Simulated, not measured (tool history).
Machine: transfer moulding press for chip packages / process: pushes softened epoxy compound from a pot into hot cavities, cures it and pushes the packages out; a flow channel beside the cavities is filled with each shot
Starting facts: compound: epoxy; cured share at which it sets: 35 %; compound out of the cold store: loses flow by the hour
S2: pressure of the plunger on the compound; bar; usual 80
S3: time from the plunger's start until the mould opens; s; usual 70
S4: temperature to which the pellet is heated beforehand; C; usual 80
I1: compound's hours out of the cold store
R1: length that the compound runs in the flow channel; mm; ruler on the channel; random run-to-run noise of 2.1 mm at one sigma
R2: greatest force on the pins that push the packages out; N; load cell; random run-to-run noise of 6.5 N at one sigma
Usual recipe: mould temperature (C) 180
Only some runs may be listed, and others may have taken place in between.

{"run": 1, "day": 0.0, "mould temperature (C)": 180, "S2": 80, "S3": 70, "S4": 80, "I1": 20.7, "R1": 548, "R2": 266}
{"run": 2, "day": 1.367, "mould temperature (C)": 180, "S2": 80, "S3": 70, "S4": 80, "I1": 34, "R1": 528, "R2": 415}
{"day": 2.404, "done": "cavities cleaned with cleaning compound and waxed"}
{"run": 3, "day": 2.542, "mould temperature (C)": 180, "S2": 80, "S3": 70, "S4": 80, "I1": 46.8, "R1": 499, "R2": 277}
{"run": 4, "day": 3.542, "mould temperature (C)": 184, "S2": 80, "S3": 70, "S4": 80, "I1": 23.4, "R1": 532, "R2": 334}
{"run": 5, "day": 4.408, "mould temperature (C)": 184, "S2": 80, "S3": 70, "S4": 80, "I1": 38.8, "R1": 506, "R2": 389}
{"day": 4.767, "done": "cavities cleaned with cleaning compound and waxed"}
{"run": 6, "day": 5.538, "mould temperature (C)": 184, "S2": 80, "S3": 70, "S4": 80, "I1": 44.3, "R1": 496, "R2": 312}
{"run": 7, "day": 6.846, "mould temperature (C)": 184, "S2": 80, "S3": 70, "S4": 80, "I1": 26.4, "R1": 518, "R2": 399}
{"day": 7.2, "done": "cavities cleaned with cleaning compound and waxed"}
{"run": 8, "day": 7.733, "mould temperature (C)": 180, "S2": 78.1, "S3": 70, "S4": 80, "I1": 31.8, "R1": 504, "R2": 344}
{"run": 9, "day": 8.912, "mould temperature (C)": 180, "S2": 80, "S3": 70, "S4": 80, "I1": 18.8, "R1": 527, "R2": 446}
{"day": 9.571, "done": "cavities cleaned with cleaning compound and waxed"}
{"run": 10, "day": 10.267, "mould temperature (C)": 180, "S2": 80, "S3": 70, "S4": 80, "I1": 15.6, "R1": 529, "R2": 354}
{"day": 10.7, "done": "plunger's sealing rings changed"}
{"run": 11, "day": 11.467, "mould temperature (C)": 180, "S2": 80, "S3": 90, "S4": 80, "I1": 17.2, "R1": 556, "R2": 339}
{"day": 12.075, "done": "mould's thermocouples calibrated"}
{"day": 12.138, "done": "cavities cleaned with cleaning compound and waxed"}
{"run": 12, "day": 12.958, "mould temperature (C)": 180, "S2": 80, "S3": 90, "S4": 80, "I1": 34.1, "R1": 527, "R2": 290}
{"run": 13, "day": 13.729, "mould temperature (C)": 180, "S2": 80, "S3": 90, "S4": 80, "I1": 36.6, "R1": 519, "R2": 322}
{"day": 14.604, "done": "cavities cleaned with cleaning compound and waxed"}
{"run": 14, "day": 14.633, "mould temperature (C)": 180, "S2": 80, "S3": 64, "S4": 80, "I1": 19.6, "R1": 545, "R2": 341}
{"run": 15, "day": 15.533, "mould temperature (C)": 180, "S2": 74.2, "S3": 70, "S4": 80, "I1": 17.3, "R1": 524, "R2": 406}
{"day": 17.05, "done": "cavities cleaned with cleaning compound and waxed"}
{"run": 16, "day": 17.058, "mould temperature (C)": 180, "S2": 61.5, "S3": 70, "S4": 80, "I1": 19.4, "R1": 472, "R2": 252}
{"run": 17, "day": 17.729, "mould temperature (C)": 180, "S2": 80, "S3": 69, "S4": 80, "I1": 33.1, "R1": 512, "R2": 373}
{"run": 18, "day": 18.708, "mould temperature (C)": 180, "S2": 80, "S3": 69, "S4": 80, "I1": 32.5, "R1": 509, "R2": 445}
{"day": 19.483, "done": "cavities cleaned with cleaning compound and waxed"}
{"run": 19, "day": 19.779, "mould temperature (C)": 182, "S2": 80, "S3": 70, "S4": 80, "I1": 29, "R1": 508, "R2": 288}
{"run": 20, "day": 21.129, "mould temperature (C)": 182, "S2": 80, "S3": 70, "S4": 80, "I1": 41.7, "R1": 492, "R2": 392}
{"day": 21.862, "done": "cavities cleaned with cleaning compound and waxed"}
{"day": 22.121, "done": "plunger's sealing rings changed"}
{"run": 21, "day": 22.638, "mould temperature (C)": 180, "S2": 80, "S3": 67, "S4": 73, "I1": 42.3, "R1": 520, "R2": 375}
{"run": 22, "day": 23.662, "mould temperature (C)": 176, "S2": 80, "S3": 70, "S4": 79, "I1": 14.4, "R1": 567, "R2": 598}
{"day": 24.375, "done": "cavities cleaned with cleaning compound and waxed"}
{"run": 23, "day": 24.8, "mould temperature (C)": 173, "S2": 65.9, "S3": 68, "S4": 82, "I1": 15.6, "R1": 507, "R2": 562}
{"run": 24, "day": 25.817, "mould temperature (C)": 173, "S2": 65.9, "S3": 68, "S4": 82, "I1": 36.1, "R1": 478, "R2": 703}
{"day": 26.767, "done": "cavities cleaned with cleaning compound and waxed"}
{"run": 25, "day": 26.85, "mould temperature (C)": 173, "S2": 65.9, "S3": 68, "S4": 82, "I1": 45.4, "R1": 460, "R2": 412}
{"run": 26, "day": 27.967, "mould temperature (C)": 173, "S2": 65.9, "S3": 68, "S4": 88, "I1": 18.9, "R1": 495, "R2": 664}
{"run": 27, "day": 29.038, "mould temperature (C)": 173, "S2": 65.9, "S3": 68, "S4": 88, "I1": 13, "R1": 502, "R2": 752}
{"day": 29.233, "done": "cavities cleaned with cleaning compound and waxed"}
{"run": 28, "day": 30.333, "mould temperature (C)": 173, "S2": 65.9, "S3": 68, "S4": 88, "I1": 18.1, "R1": 494, "R2": 628}

Pick out some run-to-run changes in R1. Of each, how much would a tool without hidden state show as well, from the settings, what came in and chance, and how much is left for the hidden state and any gauge scatter not in both results compared?
The hidden state here: true mould temperature over the reading, C; pressure that reaches the compound, % of what is set; grip of the stained cavities, % over clean ones'; drift of the gauge itself on flow_mm, %; drift of the gauge itself on push_out_n, %.
Run 10 -> 11: S3 70 -> 90, plunger's sealing rings changed. R1 +27 mm: hidden state +32, all else -5.
Run 15 -> 16: S2 74.2 -> 61.5, cavities cleaned with cleaning compound and waxed. R1 -52 mm: hidden state -2, all else -50.
Run 20 -> 21: mould temperature (C) 182 -> 180, S3 70 -> 67, S4 80 -> 73, cavities cleaned with cleaning compound and waxed, plunger's sealing rings changed. R1 +28 mm: hidden state +31, all else -3.
Run 22 -> 23: mould temperature (C) 176 -> 173, S2 80 -> 65.9, S3 70 -> 68, S4 79 -> 82, cavities cleaned with cleaning compound and waxed. R1 -60 mm: hidden state -3, all else -57.

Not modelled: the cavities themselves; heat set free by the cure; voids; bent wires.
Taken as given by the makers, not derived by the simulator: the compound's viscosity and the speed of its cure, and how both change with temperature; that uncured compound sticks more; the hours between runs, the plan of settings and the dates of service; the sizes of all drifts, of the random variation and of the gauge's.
